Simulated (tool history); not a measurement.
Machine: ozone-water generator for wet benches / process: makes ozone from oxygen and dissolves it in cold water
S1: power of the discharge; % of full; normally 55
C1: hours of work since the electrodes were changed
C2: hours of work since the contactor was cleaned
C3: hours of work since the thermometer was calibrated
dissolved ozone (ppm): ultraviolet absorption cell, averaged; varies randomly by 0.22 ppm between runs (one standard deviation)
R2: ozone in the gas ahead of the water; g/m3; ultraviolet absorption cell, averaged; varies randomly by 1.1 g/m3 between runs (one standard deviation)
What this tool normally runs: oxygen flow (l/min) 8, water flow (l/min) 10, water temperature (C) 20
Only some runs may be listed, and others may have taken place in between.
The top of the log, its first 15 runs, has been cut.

run 16 hour=1513.8 | S1=55 oxygen_flow_(l/min)=8 water_flow_(l/min)=16 water_temperature_(C)=20 | C1=1585 C2=1333 C3=2250 | dissolved_ozone_(ppm)=20.4 R2=192.1
run 17 hour=1595.2 | S1=55 oxygen_flow_(l/min)=8 water_flow_(l/min)=10 water_temperature_(C)=21 | C1=1646 C2=1394 C3=2312 | dissolved_ozone_(ppm)=28.2 R2=191.5
run 18 hour=1699.1 | S1=57 oxygen_flow_(l/min)=8 water_flow_(l/min)=10 water_temperature_(C)=14 | C1=1725 C2=1472 C3=2390 | dissolved_ozone_(ppm)=33.8 R2=196.9
run 19 hour=1755.9 | S1=57 oxygen_flow_(l/min)=7.97 water_flow_(l/min)=8 water_temperature_(C)=15 | C1=1768 C2=1515 C3=2433 | dissolved_ozone_(ppm)=38.4 R2=197.7
run 20 hour=1827.2 | S1=56 oxygen_flow_(l/min)=14.34 water_flow_(l/min)=11 water_temperature_(C)=23 | C1=1822 C2=1569 C3=2487 | dissolved_ozone_(ppm)=20.9 R2=140.4
run 21 hour=1945.2 | S1=89 oxygen_flow_(l/min)=8 water_flow_(l/min)=10 water_temperature_(C)=26 | C1=1911 C2=1658 C3=2576 | dissolved_ozone_(ppm)=32.9 R2=257.7
run 22 hour=2052.7 | S1=55 oxygen_flow_(l/min)=8 water_flow_(l/min)=10 water_temperature_(C)=20 | C1=1992 C2=1739 C3=2657 | dissolved_ozone_(ppm)=28.2 R2=190.2
run 23 hour=2136.3 | S1=55 oxygen_flow_(l/min)=8 water_flow_(l/min)=10 water_temperature_(C)=20 | C1=2055 C2=1803 C3=2720 | dissolved_ozone_(ppm)=28 R2=189.4
run 24 hour=2251.3 | S1=55 oxygen_flow_(l/min)=13.66 water_flow_(l/min)=6 water_temperature_(C)=12 | C1=2142 C2=1889 C3=2807 | dissolved_ozone_(ppm)=37.6 R2=142.2
run 25 hour=2354.5 | S1=50 oxygen_flow_(l/min)=8.3 water_flow_(l/min)=16 water_temperature_(C)=16 | C1=2220 C2=1967 C3=2885 | dissolved_ozone_(ppm)=19.8 R2=172.3
run 26 hour=2414.6 | S1=50 oxygen_flow_(l/min)=11.6 water_flow_(l/min)=16 water_temperature_(C)=14 | C1=2265 C2=2013 C3=2930 | dissolved_ozone_(ppm)=19.2 R2=145.3
run 27 hour=2473.4 | S1=50 oxygen_flow_(l/min)=11.6 water_flow_(l/min)=7 water_temperature_(C)=14 | C1=2309 C2=2057 C3=2975 | dissolved_ozone_(ppm)=32.9 R2=144.4
run 28 hour=2589.5 | S1=50 oxygen_flow_(l/min)=11.6 water_flow_(l/min)=7 water_temperature_(C)=14 | C1=2397 C2=2145 C3=3062 | dissolved_ozone_(ppm)=32.7 R2=145.8
run 29 hour=2700.4 | S1=46 oxygen_flow_(l/min)=11.49 water_flow_(l/min)=7 water_temperature_(C)=14 | C1=2481 C2=2229 C3=3146 | dissolved_ozone_(ppm)=30.9 R2=136.9
run 30 hour=2774.9 | S1=46 oxygen_flow_(l/min)=11.49 water_flow_(l/min)=7 water_temperature_(C)=14 | C1=2537 C2=2285 C3=3203 | dissolved_ozone_(ppm)=31.1 R2=137.7
run 31 hour=2905.6 | S1=71 oxygen_flow_(l/min)=10.82 water_flow_(l/min)=10 water_temperature_(C)=18 | C1=2636 C2=2383 C3=3301 | dissolved_ozone_(ppm)=29.9 R2=184.2
run 32 hour=2995.5 | S1=55 oxygen_flow_(l/min)=13.73 water_flow_(l/min)=10 water_temperature_(C)=14 | C1=2704 C2=2451 C3=3369 | dissolved_ozone_(ppm)=26.7 R2=139.7
run 33 hour=3122.7 | S1=55 oxygen_flow_(l/min)=13.73 water_flow_(l/min)=10 water_temperature_(C)=17 | C1=2800 C2=2547 C3=3465 | dissolved_ozone_(ppm)=23.9 R2=137.4
run 34 hour=3217.5 | S1=41 oxygen_flow_(l/min)=13.73 water_flow_(l/min)=10 water_temperature_(C)=17 | C1=2871 C2=2619 C3=3537 | dissolved_ozone_(ppm)=20.2 R2=115.9

Forecast each of these 3 alternatives for the next run:
run A hour=3322 | S1=41 oxygen_flow_(l/min)=13.73 water_flow_(l/min)=11 water_temperature_(C)=21 | C1=2950 C2=2698 C3=3616 | dissolved_ozone_(ppm)=? R2=?
run B hour=3322 | S1=62 oxygen_flow_(l/min)=7.88 water_flow_(l/min)=13 water_temperature_(C)=20 | C1=2950 C2=2698 C3=3616 | dissolved_ozone_(ppm)=? R2=?
run C hour=3322 | S1=96 oxygen_flow_(l/min)=13.73 water_flow_(l/min)=10 water_temperature_(C)=25 | C1=2950 C2=2698 C3=3616 | dissolved_ozone_(ppm)=? R2=?

run=A dissolved_ozone_(ppm)=17 R2=115.6
run=B dissolved_ozone_(ppm)=22.9 R2=198.6
run=C dissolved_ozone_(ppm)=27.2 R2=189.7
Had the tool no hidden state, the same runs would have come out as:
run=A dissolved_ozone_(ppm)=20.4 R2=125.9
run=B dissolved_ozone_(ppm)=28.5 R2=224.1
run=C dissolved_ozone_(ppm)=34.9 R2=221.9
